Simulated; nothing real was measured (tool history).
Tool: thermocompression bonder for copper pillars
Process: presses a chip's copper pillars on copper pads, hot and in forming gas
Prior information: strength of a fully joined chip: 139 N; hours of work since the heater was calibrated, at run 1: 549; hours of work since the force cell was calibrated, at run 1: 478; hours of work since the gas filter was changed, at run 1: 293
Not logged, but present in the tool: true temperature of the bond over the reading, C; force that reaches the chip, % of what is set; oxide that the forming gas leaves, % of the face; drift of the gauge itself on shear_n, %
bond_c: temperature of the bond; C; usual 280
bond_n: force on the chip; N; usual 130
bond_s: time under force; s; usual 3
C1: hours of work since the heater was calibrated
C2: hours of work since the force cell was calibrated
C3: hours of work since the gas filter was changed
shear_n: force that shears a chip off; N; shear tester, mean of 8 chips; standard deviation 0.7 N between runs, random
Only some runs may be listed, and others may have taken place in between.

{"run": 1, "hour": 0.0, "bond_c": 280, "bond_n": 130, "bond_s": 3, "C1": 549, "C2": 478, "C3": 293, "shear_n": 50.9}
{"run": 2, "hour": 64.1, "bond_c": 280, "bond_n": 130, "bond_s": 3, "C1": 585, "C2": 515, "C3": 330, "shear_n": 52.4}
{"run": 3, "hour": 104.4, "bond_c": 280, "bond_n": 130, "bond_s": 3, "C1": 608, "C2": 538, "C3": 353, "shear_n": 51.7}
{"run": 4, "hour": 173.7, "bond_c": 280, "bond_n": 130, "bond_s": 3, "C1": 648, "C2": 577, "C3": 392, "shear_n": 50.8}
{"run": 5, "hour": 233.6, "bond_c": 280, "bond_n": 130, "bond_s": 3, "C1": 682, "C2": 611, "C3": 426, "shear_n": 50.4}
{"hour": 240.5, "done": "heater calibrated with a thermocouple chip"}
{"run": 6, "hour": 287.7, "bond_c": 280, "bond_n": 130, "bond_s": 3, "C1": 27, "C2": 641, "C3": 456, "shear_n": 51.9}
{"hour": 306.7, "done": "forming gas filter changed"}
{"run": 7, "hour": 329.4, "bond_c": 271, "bond_n": 149, "bond_s": 3, "C1": 50, "C2": 665, "C3": 13, "shear_n": 60.9}
{"run": 8, "hour": 363.4, "bond_c": 271, "bond_n": 149, "bond_s": 3, "C1": 70, "C2": 684, "C3": 32, "shear_n": 59.6}
{"run": 9, "hour": 426.0, "bond_c": 280, "bond_n": 150, "bond_s": 3, "C1": 106, "C2": 720, "C3": 68, "shear_n": 65.1}
{"hour": 456.4, "done": "heater calibrated with a thermocouple chip, once more"}
{"run": 10, "hour": 495.1, "bond_c": 294, "bond_n": 150, "bond_s": 4, "C1": 22, "C2": 758, "C3": 106, "shear_n": 72.8}

Branching from run 10: 3 alternative next runs. What would each branch give?
{"run": "A", "hour": 558.3, "bond_c": 302, "bond_n": 84, "bond_s": 3, "C1": 58, "C2": 794, "C3": 143, "shear_n": "?"}
{"run": "B", "hour": 558.3, "bond_c": 263, "bond_n": 130, "bond_s": 8, "C1": 58, "C2": 794, "C3": 143, "shear_n": "?"}
{"run": "C", "hour": 558.3, "bond_c": 270, "bond_n": 150, "bond_s": 4, "C1": 58, "C2": 794, "C3": 143, "shear_n": "?"}

run=A shear_n=40.4
run=B shear_n=63.6
run=C shear_n=60.7
Take away the tool's hidden state, keep each run's random variation, and the runs would have read:
run=A shear_n=43.1
run=B shear_n=67.5
run=C shear_n=64.5
